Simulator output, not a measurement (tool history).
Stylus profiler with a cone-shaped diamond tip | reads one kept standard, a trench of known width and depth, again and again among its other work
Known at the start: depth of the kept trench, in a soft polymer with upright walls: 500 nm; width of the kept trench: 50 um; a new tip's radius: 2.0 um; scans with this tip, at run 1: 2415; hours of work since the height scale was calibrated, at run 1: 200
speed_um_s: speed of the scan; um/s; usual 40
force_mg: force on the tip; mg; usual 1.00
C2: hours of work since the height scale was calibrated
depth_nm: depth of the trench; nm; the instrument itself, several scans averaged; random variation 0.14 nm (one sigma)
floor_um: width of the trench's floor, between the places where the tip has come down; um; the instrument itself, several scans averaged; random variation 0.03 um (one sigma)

{"run": 1, "hour": 0.0, "speed_um_s": 40, "force_mg": 1.0, "scans with this tip": 2415, "C2": 200, "depth_nm": 504.06, "floor_um": 46.51}
{"run": 2, "hour": 36.5, "speed_um_s": 40, "force_mg": 1.0, "scans with this tip": 2647, "C2": 219, "depth_nm": 503.98, "floor_um": 46.48}
{"run": 3, "hour": 83.3, "speed_um_s": 40, "force_mg": 1.34, "scans with this tip": 2943, "C2": 244, "depth_nm": 504.85, "floor_um": 46.45}
{"run": 4, "hour": 124.6, "speed_um_s": 40, "force_mg": 1.0, "scans with this tip": 3204, "C2": 266, "depth_nm": 503.96, "floor_um": 46.34}
{"run": 5, "hour": 163.7, "speed_um_s": 40, "force_mg": 0.43, "scans with this tip": 3452, "C2": 286, "depth_nm": 502.34, "floor_um": 46.23}
{"run": 6, "hour": 201.6, "speed_um_s": 40, "force_mg": 0.43, "scans with this tip": 3692, "C2": 306, "depth_nm": 502.24, "floor_um": 46.2}
{"run": 7, "hour": 240.1, "speed_um_s": 40, "force_mg": 0.43, "scans with this tip": 3937, "C2": 326, "depth_nm": 502.43, "floor_um": 46.16}
{"run": 8, "hour": 303.5, "speed_um_s": 40, "force_mg": 0.43, "scans with this tip": 4338, "C2": 360, "depth_nm": 502.51, "floor_um": 46.03}
{"run": 9, "hour": 362.0, "speed_um_s": 40, "force_mg": 0.43, "scans with this tip": 4708, "C2": 390, "depth_nm": 502.4, "floor_um": 46.0}
{"run": 10, "hour": 398.1, "speed_um_s": 40, "force_mg": 1.0, "scans with this tip": 4937, "C2": 409, "depth_nm": 504.18, "floor_um": 46.03}
{"run": 11, "hour": 426.6, "speed_um_s": 40, "force_mg": 1.0, "scans with this tip": 5118, "C2": 424, "depth_nm": 503.88, "floor_um": 46.05}
{"run": 12, "hour": 481.5, "speed_um_s": 40, "force_mg": 1.81, "scans with this tip": 5466, "C2": 453, "depth_nm": 506.16, "floor_um": 46.08}
{"run": 13, "hour": 511.4, "speed_um_s": 11, "force_mg": 1.81, "scans with this tip": 5655, "C2": 469, "depth_nm": 506.12, "floor_um": 46.08}
{"run": 14, "hour": 541.3, "speed_um_s": 11, "force_mg": 1.81, "scans with this tip": 5844, "C2": 484, "depth_nm": 506.07, "floor_um": 46.1}
{"run": 15, "hour": 594.5, "speed_um_s": 11, "force_mg": 1.81, "scans with this tip": 6182, "C2": 512, "depth_nm": 505.94, "floor_um": 46.09}
{"run": 16, "hour": 628.1, "speed_um_s": 11, "force_mg": 1.81, "scans with this tip": 6394, "C2": 530, "depth_nm": 506.01, "floor_um": 45.92}
{"run": 17, "hour": 677.7, "speed_um_s": 40, "force_mg": 1.0, "scans with this tip": 6709, "C2": 556, "depth_nm": 504.06, "floor_um": 45.79}
{"run": 18, "hour": 706.9, "speed_um_s": 40, "force_mg": 1.0, "scans with this tip": 6894, "C2": 571, "depth_nm": 504.39, "floor_um": 45.77}
{"run": 19, "hour": 766.0, "speed_um_s": 40, "force_mg": 1.0, "scans with this tip": 7268, "C2": 602, "depth_nm": 503.94, "floor_um": 45.68}
{"run": 20, "hour": 814.7, "speed_um_s": 95, "force_mg": 0.89, "scans with this tip": 7577, "C2": 628, "depth_nm": 504.07, "floor_um": 45.31}
{"run": 21, "hour": 879.3, "speed_um_s": 95, "force_mg": 0.89, "scans with this tip": 7986, "C2": 662, "depth_nm": 504.08, "floor_um": 45.27}
{"run": 22, "hour": 938.1, "speed_um_s": 95, "force_mg": 0.89, "scans with this tip": 8359, "C2": 693, "depth_nm": 503.97, "floor_um": 45.15}
{"run": 23, "hour": 984.0, "speed_um_s": 46, "force_mg": 0.82, "scans with this tip": 8649, "C2": 717, "depth_nm": 503.7, "floor_um": 45.43}
{"hour": 990.3, "done": "height scale calibrated on a step standard"}
{"run": 24, "hour": 1020.6, "speed_um_s": 15, "force_mg": 0.98, "scans with this tip": 8878, "C2": 16, "depth_nm": 504.46, "floor_um": 45.56}
{"run": 25, "hour": 1068.0, "speed_um_s": 40, "force_mg": 1.79, "scans with this tip": 9179, "C2": 41, "depth_nm": 506.22, "floor_um": 45.49}
{"run": 26, "hour": 1100.5, "speed_um_s": 25, "force_mg": 0.63, "scans with this tip": 9385, "C2": 58, "depth_nm": 503.66, "floor_um": 45.42}
{"run": 27, "hour": 1166.9, "speed_um_s": 36, "force_mg": 2.93, "scans with this tip": 9805, "C2": 93, "depth_nm": 508.6, "floor_um": 45.4}
{"run": 28, "hour": 1211.2, "speed_um_s": 62, "force_mg": 1.46, "scans with this tip": 10085, "C2": 116, "depth_nm": 505.52, "floor_um": 45.22}
{"hour": 1244.0, "done": "height scale calibrated on a step standard, once more"}
{"run": 29, "hour": 1266.0, "speed_um_s": 148, "force_mg": 1.8, "scans with this tip": 10430, "C2": 12, "depth_nm": 505.56, "floor_um": 44.82}
{"run": 30, "hour": 1314.9, "speed_um_s": 11, "force_mg": 1.0, "scans with this tip": 10739, "C2": 37, "depth_nm": 503.73, "floor_um": 45.36}
{"run": 31, "hour": 1363.9, "speed_um_s": 74, "force_mg": 0.55, "scans with this tip": 11050, "C2": 63, "depth_nm": 502.71, "floor_um": 44.84}
{"hour": 1394.1, "done": "new tip fitted, height scale calibrated"}
{"run": 32, "hour": 1424.9, "speed_um_s": 50, "force_mg": 1.0, "scans with this tip": 196, "C2": 16, "depth_nm": 503.8, "floor_um": 47.05}
{"run": 33, "hour": 1485.2, "speed_um_s": 40, "force_mg": 1.67, "scans with this tip": 578, "C2": 48, "depth_nm": 505.58, "floor_um": 47.09}
{"run": 34, "hour": 1549.5, "speed_um_s": 26, "force_mg": 1.93, "scans with this tip": 985, "C2": 82, "depth_nm": 506.26, "floor_um": 47.06}
{"run": 35, "hour": 1576.9, "speed_um_s": 17, "force_mg": 0.72, "scans with this tip": 1159, "C2": 96, "depth_nm": 503.39, "floor_um": 47.05}
{"run": 36, "hour": 1635.8, "speed_um_s": 65, "force_mg": 1.0, "scans with this tip": 1532, "C2": 127, "depth_nm": 504.14, "floor_um": 46.66}
{"run": 37, "hour": 1678.5, "speed_um_s": 10, "force_mg": 1.12, "scans with this tip": 1803, "C2": 149, "depth_nm": 504.28, "floor_um": 46.98}

Forecast each of these 4 alternatives for the next run:
{"run": "A", "hour": 1719.3, "speed_um_s": 19, "force_mg": 1.84, "scans with this tip": 2061, "C2": 171, "depth_nm": "?", "floor_um": "?"}
{"run": "B", "hour": 1719.3, "speed_um_s": 63, "force_mg": 1.81, "scans with this tip": 2061, "C2": 171, "depth_nm": "?", "floor_um": "?"}
{"run": "C", "hour": 1719.3, "speed_um_s": 65, "force_mg": 0.4, "scans with this tip": 2061, "C2": 171, "depth_nm": "?", "floor_um": "?"}
{"run": "D", "hour": 1719.3, "speed_um_s": 17, "force_mg": 0.55, "scans with this tip": 2061, "C2": 171, "depth_nm": "?", "floor_um": "?"}

run=A depth_nm=505.87 floor_um=46.87
run=B depth_nm=505.98 floor_um=46.63
run=C depth_nm=502.40 floor_um=46.37
run=D depth_nm=502.58 floor_um=46.80
Without the tool's hidden state the same runs would have given:
run=A depth_nm=505.65 floor_um=47.29
run=B depth_nm=505.76 floor_um=47.04
run=C depth_nm=502.18 floor_um=46.79
run=D depth_nm=502.36 floor_um=47.21
